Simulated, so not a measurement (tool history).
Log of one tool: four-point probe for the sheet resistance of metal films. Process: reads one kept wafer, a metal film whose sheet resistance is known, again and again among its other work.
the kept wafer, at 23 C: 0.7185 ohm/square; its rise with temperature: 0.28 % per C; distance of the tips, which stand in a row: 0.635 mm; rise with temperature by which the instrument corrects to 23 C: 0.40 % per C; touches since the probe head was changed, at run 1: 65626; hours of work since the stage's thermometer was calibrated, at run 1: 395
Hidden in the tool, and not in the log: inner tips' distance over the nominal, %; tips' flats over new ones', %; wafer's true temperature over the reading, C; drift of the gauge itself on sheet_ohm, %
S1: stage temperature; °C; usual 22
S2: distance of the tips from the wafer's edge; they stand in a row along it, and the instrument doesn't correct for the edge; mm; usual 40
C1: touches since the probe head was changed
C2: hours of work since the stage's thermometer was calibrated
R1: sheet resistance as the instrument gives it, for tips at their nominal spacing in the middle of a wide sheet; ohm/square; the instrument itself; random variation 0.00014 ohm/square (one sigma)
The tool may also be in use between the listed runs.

run,day,S1,S2,C1,C2,R1
1,0,22,40,65626,395,0.719747
2,0.475,22,40,66166,403,0.71911
3,1.046,22,40,66815,413,0.719319
4,1.362,22,40,67174,419,0.719247
5,2.021,22,40,67920,430,0.71964
6,2.396,22,3,68346,437,0.736343
7,2.867,22,40,68881,445,0.719324
8,3.208,22,40,69273,451,0.719473
9,3.767,24,40,69905,461,0.717515
10,4.267,24,40,70475,470,0.717752
11,4.7,24,40,70966,477,0.717881
12,5.346,24,40,71697,489,0.717756
13,5.779,24,9,72194,497,0.719693
14,6.062,30,58,72512,501,0.712553
15,6.592,18,27,73116,511,0.723325
16,6.967,18,27,73541,517,0.723301
17,7.546,18,27,74199,528,0.723323
18,8.183,31,14,74925,539,0.712631
19,8.729,26,18,75545,548,0.716183

Forecast each of these 5 alternatives for the next run:
A,9,24,23,75851,553,?
B,9,34,49,75851,553,?
C,9,25,10,75851,553,?
D,9,23,20,75851,553,?
E,9,27,4,75851,553,?

run,R1
A,0.71808
B,0.709541
C,0.718378
D,0.71922
E,0.724659
Without the tool's hidden state the same runs would have given:
run,R1
A,0.718057
B,0.709518
C,0.718356
D,0.719197
E,0.724636
